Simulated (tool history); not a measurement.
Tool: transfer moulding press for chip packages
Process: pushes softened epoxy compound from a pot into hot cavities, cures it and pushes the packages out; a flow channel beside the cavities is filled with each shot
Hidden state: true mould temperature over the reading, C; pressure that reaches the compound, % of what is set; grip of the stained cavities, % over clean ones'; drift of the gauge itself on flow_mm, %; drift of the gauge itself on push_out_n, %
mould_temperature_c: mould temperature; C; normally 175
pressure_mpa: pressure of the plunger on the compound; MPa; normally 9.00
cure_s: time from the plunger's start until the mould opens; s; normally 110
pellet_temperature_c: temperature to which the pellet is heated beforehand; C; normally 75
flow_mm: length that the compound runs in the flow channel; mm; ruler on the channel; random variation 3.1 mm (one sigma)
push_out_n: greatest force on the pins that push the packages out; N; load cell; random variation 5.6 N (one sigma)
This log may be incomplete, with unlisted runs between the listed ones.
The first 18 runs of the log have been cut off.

run,hour,mould_temperature_c,pressure_mpa,cure_s,pellet_temperature_c,hours of work since the mould's thermocouples were calibrated,shots since the plunger's rings were changed,shots since the cavities were cleaned,incoming compound's hours out of the cold store,flow_mm,push_out_n
19,182.6,170,9.00,112,75,23,4490,582,10.6,534,437
# hour 186.6: cavities cleaned with cleaning compound and waxed
20,197.8,178,7.85,93,70,28,4591,82,13.1,479,266
21,205.8,179,6.98,125,65,32,4649,140,37.2,401,219
22,213.6,179,7.99,109,82,35,4707,198,23.7,457,245
23,223.0,179,7.99,109,82,39,4775,266,23.7,450,255
24,229.0,173,9.48,146,79,42,4820,311,16.8,519,257
25,242.3,176,9.48,146,79,48,4917,408,34.0,473,270
26,250.4,176,7.25,146,79,51,4977,468,24.3,434,285
27,258.6,175,8.82,98,79,55,5037,528,44.6,436,382
# hour 270.3: cavities cleaned with cleaning compound and waxed
28,272.5,175,8.41,99,75,60,5128,16,35.2,449,232
29,285.7,176,9.14,141,79,66,5225,113,16.6,502,216
30,297.9,175,10.57,110,75,72,5314,202,37.0,493,265

Alternative continuations, all from the tool just after run 30; predict every row:
A,307.1,181,9.74,110,75,76,5382,270,35.7,?,?
B,307.1,178,10.57,90,85,76,5382,270,21.1,?,?
C,307.1,175,10.25,110,75,76,5382,270,43.7,?,?

run,flow_mm,push_out_n
A,466,249
B,523,323
C,470,285
Take away the tool's hidden state, keep each run's random variation, and the runs would have read:
run,flow_mm,push_out_n
A,516,164
B,580,211
C,521,189

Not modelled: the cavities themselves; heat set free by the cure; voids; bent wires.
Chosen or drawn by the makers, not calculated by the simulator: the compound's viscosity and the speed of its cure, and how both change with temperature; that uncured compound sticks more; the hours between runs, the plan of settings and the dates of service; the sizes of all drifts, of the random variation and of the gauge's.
